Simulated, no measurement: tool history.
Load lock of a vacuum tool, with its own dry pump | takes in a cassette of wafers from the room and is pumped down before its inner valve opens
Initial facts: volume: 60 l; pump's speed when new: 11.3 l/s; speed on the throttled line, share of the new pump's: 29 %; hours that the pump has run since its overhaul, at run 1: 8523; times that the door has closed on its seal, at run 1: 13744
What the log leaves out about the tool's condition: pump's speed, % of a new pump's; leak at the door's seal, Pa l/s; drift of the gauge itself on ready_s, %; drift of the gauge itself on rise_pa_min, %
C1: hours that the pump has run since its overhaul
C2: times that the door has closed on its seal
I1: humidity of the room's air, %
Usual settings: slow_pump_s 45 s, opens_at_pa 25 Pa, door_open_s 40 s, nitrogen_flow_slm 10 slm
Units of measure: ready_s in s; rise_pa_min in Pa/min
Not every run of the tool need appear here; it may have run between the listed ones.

Run 1, day 0: usual settings; C1 8523; C2 13744; I1 45.8. Result: ready_s 80.8 s, rise_pa_min 0.088 Pa/min.
Run 2, day 20.7: usual settings; C1 9020; C2 14545; I1 43.6. Result: ready_s 80.9 s, rise_pa_min 0.09 Pa/min.
Run 3, day 35.938: usual settings; C1 9386; C2 15135; I1 43.8. Result: ready_s 79.7 s, rise_pa_min 0.093 Pa/min.
Run 4, day 46.904: usual settings; C1 9649; C2 15559; I1 45.5. Result: ready_s 80.7 s, rise_pa_min 0.091 Pa/min.
Run 5, day 57.271: usual settings; C1 9898; C2 15961; I1 46.6. Result: ready_s 81.1 s, rise_pa_min 0.097 Pa/min.
Run 6, day 74.775: usual settings; C1 10318; C2 16638; I1 46.9. Result: ready_s 81 s, rise_pa_min 0.104 Pa/min.
Run 7, day 97.05: usual settings; C1 10852; C2 17500; I1 45.1. Result: ready_s 81.4 s, rise_pa_min 0.104 Pa/min.
Run 8, day 116.408: usual settings but opens_at_pa 31 Pa, door_open_s 194 s, nitrogen_flow_slm 6 slm; C1 11317; C2 18249; I1 45.6. Result: ready_s 80.5 s, rise_pa_min 0.14 Pa/min.
Run 9, day 137.321: usual settings but opens_at_pa 31 Pa, door_open_s 194 s, nitrogen_flow_slm 6 slm; C1 11819; C2 19059; I1 46.1. Result: ready_s 81 s, rise_pa_min 0.137 Pa/min.
Run 10, day 157.138: usual settings but opens_at_pa 31 Pa, door_open_s 194 s, nitrogen_flow_slm 6 slm; C1 12294; C2 19826; I1 43.8. Result: ready_s 81 s, rise_pa_min 0.142 Pa/min.
Run 11, day 171.342: usual settings but opens_at_pa 38 Pa, door_open_s 89 s, nitrogen_flow_slm 16 slm; C1 12635; C2 20375; I1 43.7. Result: ready_s 79.4 s, rise_pa_min 0.126 Pa/min.
Run 12, day 183.921: usual settings but opens_at_pa 38 Pa, door_open_s 100 s, nitrogen_flow_slm 25 slm; C1 12937; C2 20862; I1 40.3. Result: ready_s 80.1 s, rise_pa_min 0.126 Pa/min.
Run 13, day 199.671: usual settings but opens_at_pa 29 Pa; C1 13315; C2 21472; I1 43.9. Result: ready_s 82.6 s, rise_pa_min 0.129 Pa/min.

Table of differences, measured result less the result of that run with no hidden state. Run-to-run variation is the same in both. Gauge scatter possibly is not:
run  ready_s  rise_pa_min
  1     +4.1       +0.058
  2     +4.4        +0.06
  3     +4.5       +0.064
  4     +4.7       +0.065
  5     +4.8       +0.067
  6     +5.1       +0.072
  7     +5.3       +0.076
  8     +5.5       +0.082
  9     +5.8       +0.084
 10     +6.1       +0.089
 11     +5.9       +0.094
 12     +6.1       +0.095
 13     +6.7       +0.099
